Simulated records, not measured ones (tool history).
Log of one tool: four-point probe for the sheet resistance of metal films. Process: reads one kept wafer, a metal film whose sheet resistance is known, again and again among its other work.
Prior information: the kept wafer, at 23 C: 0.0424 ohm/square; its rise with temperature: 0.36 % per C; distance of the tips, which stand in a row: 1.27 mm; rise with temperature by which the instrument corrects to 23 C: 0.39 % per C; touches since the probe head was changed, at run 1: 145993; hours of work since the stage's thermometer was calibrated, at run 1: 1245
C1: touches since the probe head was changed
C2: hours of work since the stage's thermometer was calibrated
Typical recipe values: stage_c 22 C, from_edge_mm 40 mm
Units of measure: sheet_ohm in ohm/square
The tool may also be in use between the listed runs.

run 1 day=0 | stage_c=22 from_edge_mm=40 | C1=145993 C2=1245 | sheet_ohm=0.04213
run 2 day=3.421 | stage_c=22 from_edge_mm=9 | C1=148793 C2=1292 | sheet_ohm=0.04255
run 3 day=7.071 | stage_c=22 from_edge_mm=9 | C1=151779 C2=1342 | sheet_ohm=0.042553
run 4 day=9.496 | stage_c=22 from_edge_mm=8 | C1=153766 C2=1376 | sheet_ohm=0.042694
-- day=12.3 stage's thermometer calibrated
run 5 day=14.55 | stage_c=22 from_edge_mm=8 | C1=157885 C2=31 | sheet_ohm=0.042676
run 6 day=19.921 | stage_c=22 from_edge_mm=24 | C1=162282 C2=105 | sheet_ohm=0.042167
-- day=24.321 stage's thermometer calibrated, once more
run 7 day=25.242 | stage_c=22 from_edge_mm=24 | C1=166619 C2=13 | sheet_ohm=0.042141
run 8 day=27.925 | stage_c=22 from_edge_mm=46 | C1=168813 C2=50 | sheet_ohm=0.042075
run 9 day=33.579 | stage_c=22 from_edge_mm=46 | C1=173443 C2=128 | sheet_ohm=0.042067
run 10 day=39.058 | stage_c=22 from_edge_mm=46 | C1=177926 C2=203 | sheet_ohm=0.042077
-- day=42.504 new probe head fitted
run 11 day=43.038 | stage_c=22 from_edge_mm=46 | C1=437 C2=258 | sheet_ohm=0.042605
run 12 day=46.9 | stage_c=26 from_edge_mm=11 | C1=3599 C2=311 | sheet_ohm=0.042837
run 13 day=50.125 | stage_c=26 from_edge_mm=11 | C1=6238 C2=355 | sheet_ohm=0.042832
run 14 day=52.858 | stage_c=26 from_edge_mm=11 | C1=8474 C2=393 | sheet_ohm=0.042832
run 15 day=58.175 | stage_c=26 from_edge_mm=11 | C1=12825 C2=466 | sheet_ohm=0.042835
run 16 day=61.671 | stage_c=27 from_edge_mm=24 | C1=15688 C2=515 | sheet_ohm=0.042562
run 17 day=64.733 | stage_c=23 from_edge_mm=8 | C1=18193 C2=557 | sheet_ohm=0.043139
run 18 day=69.688 | stage_c=23 from_edge_mm=8 | C1=22248 C2=625 | sheet_ohm=0.043133
run 19 day=75.358 | stage_c=21 from_edge_mm=25 | C1=26888 C2=703 | sheet_ohm=0.042645
run 20 day=78.842 | stage_c=22 from_edge_mm=4 | C1=29740 C2=751 | sheet_ohm=0.044751
run 21 day=84.212 | stage_c=26 from_edge_mm=29 | C1=34137 C2=825 | sheet_ohm=0.042548

How would selected steps in sheet_ohm from run to run divide? Give the signed amount a tool lacking its hidden state would still show from settings, what came in and random variation, and the signed amount left for the hidden state, including any gauge scatter that is not in both of the compared results.
Hidden conditions of the tool in this case: inner tips' distance over the nominal, %; tips' flats over new ones', %; wafer's true temperature over the reading, C; drift of the gauge itself on sheet_ohm, %.
Run 6 -> 7: stage's thermometer calibrated, once more. sheet_ohm -0.000026 ohm/square: hidden state -0.000045, all else +0.000019.
Run 10 -> 11: new probe head fitted. sheet_ohm +0.000528 ohm/square: hidden state +0.000523, all else +0.000005.
Run 19 -> 20: stage_c 21 -> 22, from_edge_mm 25 -> 4. sheet_ohm +0.002106 ohm/square: hidden state +0.000005, all else +0.002101.
Run 20 -> 21: stage_c 22 -> 26, from_edge_mm 4 -> 29. sheet_ohm -0.002203 ohm/square: hidden state -0.00001, all else -0.002193.
